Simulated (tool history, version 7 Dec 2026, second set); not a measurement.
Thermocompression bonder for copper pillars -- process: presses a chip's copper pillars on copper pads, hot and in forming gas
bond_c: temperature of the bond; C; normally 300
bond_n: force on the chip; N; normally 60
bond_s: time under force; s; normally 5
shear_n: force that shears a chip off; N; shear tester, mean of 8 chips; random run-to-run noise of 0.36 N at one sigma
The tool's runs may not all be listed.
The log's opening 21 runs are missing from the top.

run   hour  bond_c  bond_n  bond_s  shear_n
 22  210.1     300      37       8     38.2
 23  221.9     300      37       8     38.6
 24  231.5     310      37       5     36.4
 25  238.6     310      37       5     36.1
 26  251.6     297      62       5     42.2
 27  257.7     293      71       3     35.4
 28  264.7     293      71       3     35.1
 29  277.0     278      71       4     31.7
 30  290.2     304      61       4     41.4
 31  301.7     304      61       4     41.3
 32  308.6     300      48       5     36.8
 33  314.6     289      60      12     51.2
 34  322.9     310      37       7     41.8
 35  331.2     303      66      12     61.0
 36  339.2     300      68      11     59.0
 37  349.8     294      68       7     47.5
 38  363.0     300      42       5     34.6
 39  374.8     307      60       7     52.0
 40  384.9     328      78       9     75.2

Branching from run 40: 4 alternative next runs. What would each branch give?
  A  394.8     307      60      13        ?
  B  394.8     306      78       9        ?
  C  394.8     325      78       9        ?
  D  394.8     295      78       9        ?

run  shear_n
  A     62.6
  B     63.3
  C     73.2
  D     56.0
What these runs would have given with no unlogged condition in the tool:
run  shear_n
  A     62.8
  B     63.4
  C     73.3
  D     56.1

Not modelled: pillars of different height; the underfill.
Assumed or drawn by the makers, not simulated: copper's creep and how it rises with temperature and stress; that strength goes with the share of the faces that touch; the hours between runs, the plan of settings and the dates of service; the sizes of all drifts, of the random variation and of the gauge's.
